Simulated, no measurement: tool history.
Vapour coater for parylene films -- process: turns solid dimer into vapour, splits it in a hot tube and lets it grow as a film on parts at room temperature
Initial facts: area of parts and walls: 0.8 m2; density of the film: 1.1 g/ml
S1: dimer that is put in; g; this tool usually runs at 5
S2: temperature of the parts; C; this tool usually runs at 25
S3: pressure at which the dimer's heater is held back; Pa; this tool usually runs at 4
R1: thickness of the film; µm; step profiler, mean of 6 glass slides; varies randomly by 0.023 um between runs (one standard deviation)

Run 1, hour 0: usual settings. Result: R1 2.69 µm.
Run 2, hour 19.3: usual settings. Result: R1 2.64 µm.
Run 3, hour 37.9: usual settings. Result: R1 2.61 µm.
Run 4, hour 53.8: usual settings but S1 6 g. Result: R1 3.17 µm.
Run 5, hour 69.1: usual settings but S1 4 g. Result: R1 2.1 µm.
At hour 71.2: table's thermometer calibrated.
Run 6, hour 89.9: usual settings but S1 4 g. Result: R1 2.09 µm.
Run 7, hour 103.2: usual settings but S1 4 g. Result: R1 2.12 µm.
Run 8, hour 124.5: usual settings but S1 9 g. Result: R1 4.71 µm.
At hour 133: table's thermometer calibrated, once more.
Run 9, hour 149.6: usual settings but S1 2 g, S3 2.26 Pa. Result: R1 1.17 µm.
Run 10, hour 170.5: usual settings but S1 8 g, S2 17 C, S3 2.26 Pa. Result: R1 5.36 µm.
Run 11, hour 194.2: usual settings but S2 36 C, S3 4.33 Pa. Result: R1 2.16 µm.

Alternative continuations, all from the tool just after run 11; predict every row:
Run A, hour 217.9: usual settings but S1 3 g, S2 36 C, S3 4.33 Pa. Result: R1 ?.
Run B, hour 217.9: usual settings but S1 8 g, S2 17 C, S3 7.47 Pa. Result: R1 ?.
Run C, hour 217.9: usual settings but S1 9 g, S2 36 C, S3 4.33 Pa. Result: R1 ?.
Run D, hour 217.9: usual settings but S2 18 C. Result: R1 ?.
Run E, hour 217.9: usual settings but S2 36 C, S3 2.86 Pa. Result: R1 ?.

run    R1
  A  1.28
  B  4.15
  C   3.8
  D  2.91
  E  2.32
Stripped of hidden state, with their random variation kept, the same runs would have yielded:
run    R1
  A  1.34
  B  4.37
  C  4.01
  D  3.06
  E  2.44
